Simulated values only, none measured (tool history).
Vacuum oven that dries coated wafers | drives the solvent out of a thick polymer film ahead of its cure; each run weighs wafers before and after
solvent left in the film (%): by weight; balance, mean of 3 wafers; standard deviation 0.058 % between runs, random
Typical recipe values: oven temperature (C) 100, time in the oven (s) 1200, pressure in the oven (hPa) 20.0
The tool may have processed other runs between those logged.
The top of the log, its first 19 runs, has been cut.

run 20 day=23.171 | oven_temperature_(C)=100 time_in_the_oven_(s)=1200 pressure_in_the_oven_(hPa)=20.0 | solvent_left_in_the_film_(%)=3.46
run 21 day=24.354 | oven_temperature_(C)=100 time_in_the_oven_(s)=960 pressure_in_the_oven_(hPa)=20.0 | solvent_left_in_the_film_(%)=4.57
run 22 day=25.446 | oven_temperature_(C)=100 time_in_the_oven_(s)=960 pressure_in_the_oven_(hPa)=20.0 | solvent_left_in_the_film_(%)=4.72
-- day=25.712 oven's thermocouples calibrated, once more
run 23 day=26.229 | oven_temperature_(C)=100 time_in_the_oven_(s)=2100 pressure_in_the_oven_(hPa)=20.0 | solvent_left_in_the_film_(%)=1.83
run 24 day=27.417 | oven_temperature_(C)=100 time_in_the_oven_(s)=2100 pressure_in_the_oven_(hPa)=20.0 | solvent_left_in_the_film_(%)=1.79
run 25 day=28.671 | oven_temperature_(C)=106 time_in_the_oven_(s)=2100 pressure_in_the_oven_(hPa)=43.9 | solvent_left_in_the_film_(%)=2.71
run 26 day=30.054 | oven_temperature_(C)=106 time_in_the_oven_(s)=660 pressure_in_the_oven_(hPa)=36.2 | solvent_left_in_the_film_(%)=4.89
run 27 day=31.504 | oven_temperature_(C)=106 time_in_the_oven_(s)=660 pressure_in_the_oven_(hPa)=36.2 | solvent_left_in_the_film_(%)=4.94
run 28 day=32.238 | oven_temperature_(C)=106 time_in_the_oven_(s)=1560 pressure_in_the_oven_(hPa)=36.2 | solvent_left_in_the_film_(%)=2.30
run 29 day=33.488 | oven_temperature_(C)=106 time_in_the_oven_(s)=1560 pressure_in_the_oven_(hPa)=36.2 | solvent_left_in_the_film_(%)=2.38
run 30 day=35.021 | oven_temperature_(C)=106 time_in_the_oven_(s)=1560 pressure_in_the_oven_(hPa)=36.2 | solvent_left_in_the_film_(%)=2.38
run 31 day=36.571 | oven_temperature_(C)=106 time_in_the_oven_(s)=1560 pressure_in_the_oven_(hPa)=36.2 | solvent_left_in_the_film_(%)=2.48
run 32 day=37.704 | oven_temperature_(C)=104 time_in_the_oven_(s)=1200 pressure_in_the_oven_(hPa)=51.8 | solvent_left_in_the_film_(%)=4.02
run 33 day=38.858 | oven_temperature_(C)=110 time_in_the_oven_(s)=600 pressure_in_the_oven_(hPa)=17.2 | solvent_left_in_the_film_(%)=3.41

Run 34 is up next; what results do you expect?
run 34 day=40.092 | oven_temperature_(C)=106 time_in_the_oven_(s)=660 pressure_in_the_oven_(hPa)=34.9 | solvent_left_in_the_film_(%)=?

Run 34 came out at solvent left in the film (%) 4.94.
With the hidden condition absent and the run-to-run variation left alone, this run would have shown solvent left in the film (%) 4.69.
